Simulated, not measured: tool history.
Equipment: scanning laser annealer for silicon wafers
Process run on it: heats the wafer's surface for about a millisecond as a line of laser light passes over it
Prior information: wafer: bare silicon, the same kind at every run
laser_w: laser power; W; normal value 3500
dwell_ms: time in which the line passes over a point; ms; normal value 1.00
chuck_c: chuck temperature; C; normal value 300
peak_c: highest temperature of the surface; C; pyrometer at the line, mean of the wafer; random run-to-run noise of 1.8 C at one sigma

Run 1, hour 0.0: usual settings. Result: peak_c 1055 C.
Run 2, hour 4.4: usual settings but dwell_ms 1.15 ms. Result: peak_c 1105 C.
Run 3, hour 8.1: usual settings but dwell_ms 1.15 ms. Result: peak_c 1106 C.
Run 4, hour 14.5: usual settings but dwell_ms 1.15 ms. Result: peak_c 1107 C.
Run 5, hour 19.7: usual settings but dwell_ms 1.15 ms. Result: peak_c 1105 C.
Run 6, hour 27.7: usual settings but dwell_ms 1.15 ms. Result: peak_c 1108 C.
Run 7, hour 32.9: usual settings but laser_w 2981 W. Result: peak_c 948 C.
Run 8, hour 41.6: usual settings. Result: peak_c 1051 C.
Run 9, hour 48.9: usual settings. Result: peak_c 1056 C.
Run 10, hour 53.7: usual settings. Result: peak_c 1054 C.
Run 11, hour 58.2: usual settings but laser_w 3463 W. Result: peak_c 1043 C.
Run 12, hour 65.8: usual settings but laser_w 3463 W. Result: peak_c 1045 C.
Run 13, hour 72.6: usual settings but laser_w 3463 W. Result: peak_c 1045 C.
Run 14, hour 76.9: usual settings but laser_w 3463 W. Result: peak_c 1044 C.
Run 15, hour 82.2: usual settings but laser_w 3175 W. Result: peak_c 985 C.
At hour 85.0: window over the wafer cleaned.
Run 16, hour 92.1: usual settings but chuck_c 320 C. Result: peak_c 1065 C.
Run 17, hour 100.5: usual settings but chuck_c 320 C. Result: peak_c 1065 C.
Run 18, hour 104.4: usual settings but chuck_c 320 C. Result: peak_c 1063 C.
Run 19, hour 112.7: usual settings but laser_w 3409 W. Result: peak_c 1026 C.
Run 20, hour 119.3: usual settings but laser_w 3022 W. Result: peak_c 947 C.
Run 21, hour 127.3: usual settings but laser_w 3022 W. Result: peak_c 947 C.
Run 22, hour 131.6: usual settings but laser_w 3446 W, dwell_ms 0.85 ms, chuck_c 325 C. Result: peak_c 1004 C.
Run 23, hour 136.4: usual settings but laser_w 3459 W. Result: peak_c 1036 C.
At hour 140.5: window over the wafer cleaned, once more.
Run 24, hour 145.2: usual settings but laser_w 3139 W, dwell_ms 1.03 ms, chuck_c 285 C. Result: peak_c 984 C.
Run 25, hour 150.4: usual settings but dwell_ms 1.03 ms, chuck_c 281 C. Result: peak_c 1060 C.
Run 26, hour 157.8: usual settings but dwell_ms 0.96 ms, chuck_c 281 C. Result: peak_c 1033 C.
Run 27, hour 164.0: usual settings but laser_w 3134 W, dwell_ms 1.07 ms, chuck_c 319 C. Result: peak_c 1033 C.
Run 28, hour 170.7: usual settings but dwell_ms 0.71 ms. Result: peak_c 953 C.
Run 29, hour 175.0: usual settings but dwell_ms 0.81 ms, chuck_c 283 C. Result: peak_c 979 C.
Run 30, hour 180.5: usual settings but laser_w 3429 W, dwell_ms 1.24 ms, chuck_c 269 C. Result: peak_c 1100 C.
Run 31, hour 187.4: usual settings but laser_w 3319 W, dwell_ms 0.91 ms, chuck_c 337 C. Result: peak_c 1033 C.
Run 32, hour 193.3: usual settings but laser_w 3319 W, dwell_ms 0.91 ms, chuck_c 337 C. Result: peak_c 1033 C.
Run 33, hour 197.4: usual settings but laser_w 3319 W, dwell_ms 0.91 ms, chuck_c 337 C. Result: peak_c 1034 C.
Run 34, hour 201.6: usual settings but laser_w 2989 W, dwell_ms 0.75 ms. Result: peak_c 876 C.
Run 35, hour 209.6: usual settings but laser_w 2989 W, dwell_ms 0.75 ms. Result: peak_c 873 C.
Run 36, hour 214.5: usual settings but laser_w 3007 W, dwell_ms 0.72 ms, chuck_c 272 C. Result: peak_c 839 C.
Run 37, hour 222.3: usual settings but laser_w 3007 W, dwell_ms 0.82 ms, chuck_c 311 C. Result: peak_c 911 C.
Run 38, hour 229.3: usual settings but laser_w 3007 W, dwell_ms 0.82 ms, chuck_c 311 C. Result: peak_c 914 C.
Run 39, hour 235.6: usual settings but laser_w 3007 W, dwell_ms 0.82 ms, chuck_c 311 C. Result: peak_c 911 C.
Run 40, hour 239.8: usual settings but laser_w 3352 W, dwell_ms 0.81 ms, chuck_c 306 C. Result: peak_c 969 C.
Run 41, hour 245.7: usual settings but laser_w 3352 W, dwell_ms 0.80 ms, chuck_c 333 C. Result: peak_c 996 C.

What if the next run were any one of these 4? Each begins from the tool's condition after run 41:
Run A, hour 253.9: usual settings but laser_w 3471 W. Result: peak_c ?.
Run B, hour 253.9: usual settings but laser_w 3007 W, dwell_ms 0.86 ms, chuck_c 303 C. Result: peak_c ?.
Run C, hour 253.9: usual settings but laser_w 3005 W, chuck_c 305 C. Result: peak_c ?.
Run D, hour 253.9: usual settings but laser_w 3039 W, dwell_ms 0.74 ms, chuck_c 285 C. Result: peak_c ?.

run  peak_c
  A    1058
  B     920
  C     970
  D     865
What these runs would have given with no unlogged condition in the tool:
run  peak_c
  A    1068
  B     929
  C     978
  D     872
